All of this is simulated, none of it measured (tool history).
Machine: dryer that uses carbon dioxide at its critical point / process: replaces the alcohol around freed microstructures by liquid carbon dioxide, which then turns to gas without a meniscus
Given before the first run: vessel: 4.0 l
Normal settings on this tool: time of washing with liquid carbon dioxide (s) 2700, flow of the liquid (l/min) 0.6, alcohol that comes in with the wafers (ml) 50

run   hour  time of washing with liquid carbon dioxide (s)  flow of the liquid (l/min)  alcohol that comes in with the wafers (ml)  alcohol left in the vessel before it's heated (ppm by volume)
  1      0                                            2700                         0.6                                          50                                                            293
  2   53.4                                            2700                         0.6                                          50                                                            243
  3   98.4                                            2700                         0.6                                          50                                                            270
  4  127.3                                            2700                         0.6                                          50                                                            277
  5  165.9                                            2700                         0.6                                          50                                                            295
  6  220.6                                            2700                         0.6                                          50                                                            331
  7  265.7                                            2700                         0.6                                          50                                                            336
  8  313.5                                            2700                         0.6                                          50                                                            384
  9  338.4                                            2700                         0.6                                          50                                                            384
 10    372                                            2700                       0.764                                          50                                                            300
 11  417.7                                            2700                       0.764                                          50                                                             62
 12    463                                            2700                       0.764                                          50                                                             34
 13  485.9                                            2700                       0.614                                          50                                                             98
 14  524.7                                            1860                       0.743                                         103                                                            374
 15  575.1                                            2640                       0.595                                         103                                                            269
 16  621.2                                            2640                       0.595                                         103                                                            297
 17  668.9                                            2640                       0.595                                         103                                                            354
 18  699.4                                            2640                       0.595                                         103                                                            378
 19  729.8                                            2520                       0.634                                          49                                                            233
 20  754.6                                            2520                       0.997                                          25                                                            124
 21  778.5                                            2520                       0.997                                          24                                                            133
 22  814.9                                            2520                       0.997                                          24                                                            137
 23    850                                            2520                       0.997                                          24                                                            156
 24  898.2                                            2520                       0.997                                          24                                                            161
 25  946.3                                            2520                       0.402                                          24                                                            448
 26  982.7                                            2520                       0.402                                          24                                                            461

Put back what was entered between runs (4 entries, withheld): which listed runs does each sit between, and how does the hidden state differ from the listed run before to the listed run after?
From run 1 to run 2: inlet filter changed (hour 21.8)
  flow that reaches the vessel past the clogged filter, %: 86.4 -> 98.3; alcohol in the recycled carbon dioxide, ppm: 151.6 -> 166.9
  difference, measured minus the result without the unlogged condition, alcohol left in the vessel before it's heated (ppm by volume): +218 -> +167
From run 10 to run 11: purifier's bed changed (hour 397.6)
  flow that reaches the vessel past the clogged filter, %: 87.2 -> 85.7; alcohol in the recycled carbon dioxide, ppm: 269.2 -> 11.9
  difference, measured minus the result without the unlogged condition, alcohol left in the vessel before it's heated (ppm by volume): +281 -> +33
From run 11 to run 12: inlet filter changed (hour 450.1)
  flow that reaches the vessel past the clogged filter, %: 85.7 -> 99.1; alcohol in the recycled carbon dioxide, ppm: 11.9 -> 26.5
  difference, measured minus the result without the unlogged condition, alcohol left in the vessel before it's heated (ppm by volume): +33 -> +22
From run 23 to run 24: inlet filter changed (hour 877.4)
  flow that reaches the vessel past the clogged filter, %: 86.2 -> 99.1; alcohol in the recycled carbon dioxide, ppm: 146 -> 160.1
  difference, measured minus the result without the unlogged condition, alcohol left in the vessel before it's heated (ppm by volume): +144 -> +161
